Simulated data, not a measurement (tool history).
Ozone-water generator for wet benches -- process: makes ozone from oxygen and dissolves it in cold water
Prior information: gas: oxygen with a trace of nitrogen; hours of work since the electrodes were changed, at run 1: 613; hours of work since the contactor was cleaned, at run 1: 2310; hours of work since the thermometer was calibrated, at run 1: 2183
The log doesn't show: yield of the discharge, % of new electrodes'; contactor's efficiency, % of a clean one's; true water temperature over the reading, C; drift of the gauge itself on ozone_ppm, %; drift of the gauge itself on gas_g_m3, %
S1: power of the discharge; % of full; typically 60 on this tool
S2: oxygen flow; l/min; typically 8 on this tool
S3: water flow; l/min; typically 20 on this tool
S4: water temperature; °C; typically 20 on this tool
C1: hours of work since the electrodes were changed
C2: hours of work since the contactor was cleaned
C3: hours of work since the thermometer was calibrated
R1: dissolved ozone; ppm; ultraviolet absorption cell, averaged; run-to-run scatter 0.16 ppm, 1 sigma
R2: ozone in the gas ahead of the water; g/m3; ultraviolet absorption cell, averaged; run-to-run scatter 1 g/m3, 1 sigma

run,hour,S1,S2,S3,S4,C1,C2,C3,R1,R2
1,0,60,8,20,20,613,2310,2183,20.1,177.4
2,19.4,60,8,20,25,627,2325,2197,18.3,178.4
3,49,60,8,20,25,648,2346,2219,18.5,177
4,70.7,60,8,20,25,664,2362,2235,18.2,177.7
5,87.9,60,12.05,20,25,677,2375,2247,16.5,137.1
6,112.4,60,12.05,20,25,695,2392,2265,16.1,137.9
7,141.4,60,12.58,20,22,716,2414,2286,17.3,134.8
8,155.9,60,12.58,20,22,726,2424,2297,17.2,133
9,185.6,60,12.58,20,22,748,2446,2318,17.3,133.1
10,212.1,60,12.58,20,22,767,2465,2338,17.1,132.1

Predict each of these 5 candidate next runs independently; none follows another, all start after run 10:
A,226.4,42,12.18,20,16,778,2476,2348,?,?
B,226.4,60,8,20,15,778,2476,2348,?,?
C,226.4,49,6.25,20,17,778,2476,2348,?,?
D,226.4,45,4.63,23,20,778,2476,2348,?,?
E,226.4,90,8,20,19,778,2476,2348,?,?

run,R1,R2
A,15.8,110.4
B,22,176.1
C,19.5,183.9
D,16.3,209
E,26.1,225.7
What these runs would have given with no unlogged condition in the tool:
run,R1,R2
A,15.8,111.3
B,22.1,177.4
C,19.5,185.3
D,16.3,210.5
E,26.1,227.5
